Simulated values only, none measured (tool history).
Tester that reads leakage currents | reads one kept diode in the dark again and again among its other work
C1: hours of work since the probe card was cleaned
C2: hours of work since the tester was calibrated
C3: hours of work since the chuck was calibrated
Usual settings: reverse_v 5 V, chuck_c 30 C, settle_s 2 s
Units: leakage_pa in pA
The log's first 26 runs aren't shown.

{"hour": 1019.5, "done": "probe card cleaned and baked"}
{"run": 27, "hour": 1036.5, "reverse_v": 5.71, "chuck_c": 29, "settle_s": 0.3, "C1": 12, "C2": 2237, "C3": 1811, "leakage_pa": 27.28}
{"run": 28, "hour": 1076.4, "reverse_v": 5.71, "chuck_c": 43, "settle_s": 0.58, "C1": 41, "C2": 2266, "C3": 1839, "leakage_pa": 67.8}
{"run": 29, "hour": 1121.8, "reverse_v": 5.71, "chuck_c": 43, "settle_s": 0.58, "C1": 74, "C2": 2299, "C3": 1872, "leakage_pa": 68.35}
{"hour": 1140.3, "done": "chuck's temperature calibrated"}
{"run": 30, "hour": 1164.5, "reverse_v": 5.71, "chuck_c": 43, "settle_s": 0.58, "C1": 103, "C2": 2328, "C3": 17, "leakage_pa": 62.84}
{"run": 31, "hour": 1190.2, "reverse_v": 5.71, "chuck_c": 43, "settle_s": 0.58, "C1": 121, "C2": 2346, "C3": 36, "leakage_pa": 63.13}
{"run": 32, "hour": 1236.8, "reverse_v": 4.67, "chuck_c": 37, "settle_s": 0.58, "C1": 155, "C2": 2380, "C3": 69, "leakage_pa": 37.08}
{"run": 33, "hour": 1268.2, "reverse_v": 5, "chuck_c": 30, "settle_s": 2.13, "C1": 178, "C2": 2402, "C3": 92, "leakage_pa": 21.14}
{"run": 34, "hour": 1301.1, "reverse_v": 4.41, "chuck_c": 30, "settle_s": 1.11, "C1": 201, "C2": 2426, "C3": 116, "leakage_pa": 20.78}

Forecast each of these 5 alternatives for the next run:
{"run": "A", "hour": 1356.6, "reverse_v": 6.37, "chuck_c": 30, "settle_s": 2, "C1": 241, "C2": 2466, "C3": 156, "leakage_pa": "?"}
{"run": "B", "hour": 1356.6, "reverse_v": 2.53, "chuck_c": 30, "settle_s": 1.36, "C1": 241, "C2": 2466, "C3": 156, "leakage_pa": "?"}
{"run": "C", "hour": 1356.6, "reverse_v": 1.65, "chuck_c": 20, "settle_s": 2, "C1": 241, "C2": 2466, "C3": 156, "leakage_pa": "?"}
{"run": "D", "hour": 1356.6, "reverse_v": 1.13, "chuck_c": 56, "settle_s": 1.11, "C1": 241, "C2": 2466, "C3": 156, "leakage_pa": "?"}
{"run": "E", "hour": 1356.6, "reverse_v": 14.49, "chuck_c": 46, "settle_s": 3.5, "C1": 241, "C2": 2466, "C3": 156, "leakage_pa": "?"}

run=A leakage_pa=24.75
run=B leakage_pa=15.78
run=C leakage_pa=5.81
run=D leakage_pa=78.35
run=E leakage_pa=117.92
Without the tool's hidden state the same runs would have given:
run=A leakage_pa=22.85
run=B leakage_pa=15.06
run=C leakage_pa=5.32
run=D leakage_pa=78.53
run=E leakage_pa=114.03
